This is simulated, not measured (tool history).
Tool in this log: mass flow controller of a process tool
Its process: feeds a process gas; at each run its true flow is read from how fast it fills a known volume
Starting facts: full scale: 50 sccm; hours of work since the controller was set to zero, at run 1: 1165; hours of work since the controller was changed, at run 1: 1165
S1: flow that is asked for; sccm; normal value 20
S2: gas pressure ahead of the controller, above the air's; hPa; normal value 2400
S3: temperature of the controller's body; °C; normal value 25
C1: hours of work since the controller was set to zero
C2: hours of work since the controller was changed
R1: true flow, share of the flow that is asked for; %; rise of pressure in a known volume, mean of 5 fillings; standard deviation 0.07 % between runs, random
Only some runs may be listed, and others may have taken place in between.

Run 1, hour 0: usual settings; C1 1165; C2 1165. Result: R1 98.41 %.
Run 2, hour 99.8: usual settings but S1 25 sccm; C1 1208; C2 1208. Result: R1 98.72 %.
Run 3, hour 315.6: usual settings; C1 1299; C2 1299. Result: R1 98.37 %.
Run 4, hour 450.6: usual settings; C1 1356; C2 1356. Result: R1 98.27 %.
Run 5, hour 684.5: usual settings; C1 1455; C2 1455. Result: R1 98.24 %.
Run 6, hour 877.6: usual settings but S2 1780 hPa; C1 1536; C2 1536. Result: R1 98.59 %.
Run 7, hour 1049.4: usual settings but S2 2130 hPa; C1 1609; C2 1609. Result: R1 98.44 %.
Run 8, hour 1192.3: usual settings but S1 36 sccm; C1 1670; C2 1670. Result: R1 99.23 %.
Run 9, hour 1373.2: usual settings but S1 36 sccm; C1 1746; C2 1746. Result: R1 99.3 %.
Run 10, hour 1506.1: usual settings but S1 36 sccm; C1 1802; C2 1802. Result: R1 99.44 %.
Run 11, hour 1713.3: usual settings but S1 7 sccm; C1 1890; C2 1890. Result: R1 96.37 %.
Run 12, hour 1819.8: usual settings but S3 23 °C; C1 1935; C2 1935. Result: R1 98.21 %.
Run 13, hour 2040.4: usual settings but S1 25 sccm, S2 2460 hPa, S3 29 °C; C1 2028; C2 2028. Result: R1 99.05 %.
Run 14, hour 2232.3: usual settings but S1 25 sccm, S2 2460 hPa, S3 29 °C; C1 2110; C2 2110. Result: R1 98.99 %.
Run 15, hour 2376.1: usual settings but S1 21 sccm, S2 1600 hPa, S3 27 °C; C1 2170; C2 2170. Result: R1 98.78 %.
Run 16, hour 2485.9: usual settings but S1 39 sccm, S2 1820 hPa, S3 31 °C; C1 2217; C2 2217. Result: R1 100.29 %.
Run 17, hour 2601.6: usual settings but S1 29 sccm, S2 1790 hPa, S3 21 °C; C1 2266; C2 2266. Result: R1 98.75 %.

Here are 3 independent what-if runs from the current tool condition. What would each one return?
Run A, hour 2764.2: usual settings but S1 21 sccm, S2 1560 hPa, S3 22 °C; C1 2335; C2 2335. Result: R1 ?.
Run B, hour 2764.2: usual settings but S1 41 sccm; C1 2335; C2 2335. Result: R1 ?.
Run C, hour 2764.2: usual settings but S2 1680 hPa; C1 2335; C2 2335. Result: R1 ?.

run     R1
  A  98.34
  B  99.76
  C  98.51
Without the tool's hidden state the same runs would have given:
run     R1
  A  98.59
  B  99.58
  C  98.79
